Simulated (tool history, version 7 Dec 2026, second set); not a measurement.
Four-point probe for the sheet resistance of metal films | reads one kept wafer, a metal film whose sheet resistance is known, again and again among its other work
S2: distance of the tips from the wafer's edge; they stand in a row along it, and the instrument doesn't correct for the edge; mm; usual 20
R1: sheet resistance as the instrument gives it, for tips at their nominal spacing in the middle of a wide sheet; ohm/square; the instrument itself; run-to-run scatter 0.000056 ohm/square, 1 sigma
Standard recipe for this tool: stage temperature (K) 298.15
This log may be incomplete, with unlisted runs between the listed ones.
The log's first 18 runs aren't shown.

Run 19, hour 618.6: usual settings but stage temperature (K) 292.15, S2 29 mm. Result: R1 0.280992 ohm/square.
Run 20, hour 644.3: usual settings but stage temperature (K) 292.15, S2 29 mm. Result: R1 0.280907 ohm/square.
Run 21, hour 670.6: usual settings but stage temperature (K) 302.15, S2 5 mm. Result: R1 0.287237 ohm/square.
Run 22, hour 711.7: usual settings but stage temperature (K) 305.15. Result: R1 0.281795 ohm/square.
Run 23, hour 734.8: usual settings but stage temperature (K) 293.15, S2 25 mm. Result: R1 0.281158 ohm/square.
Run 24, hour 764.5: usual settings but stage temperature (K) 293.15, S2 25 mm. Result: R1 0.281154 ohm/square.
Run 25, hour 806.4: usual settings but stage temperature (K) 292.15, S2 26 mm. Result: R1 0.281129 ohm/square.
Run 26, hour 836.9: usual settings but stage temperature (K) 299.15, S2 32 mm. Result: R1 0.281350 ohm/square.
Run 27, hour 873.4: usual settings but stage temperature (K) 299.15, S2 32 mm. Result: R1 0.281371 ohm/square.
Run 28, hour 920.8: usual settings but stage temperature (K) 292.15, S2 6 mm. Result: R1 0.285163 ohm/square.
Run 29, hour 960.4: usual settings but stage temperature (K) 301.15, S2 44 mm. Result: R1 0.281408 ohm/square.

Run 30 is up next; what results do you expect?
Run 30, hour 1010.7: usual settings but stage temperature (K) 296.15, S2 12 mm. Result: R1 ?.

Logged for run 30: R1 0.282201 ohm/square.
With no hidden state in the tool, this same run would have given R1 0.279436 ohm/square.
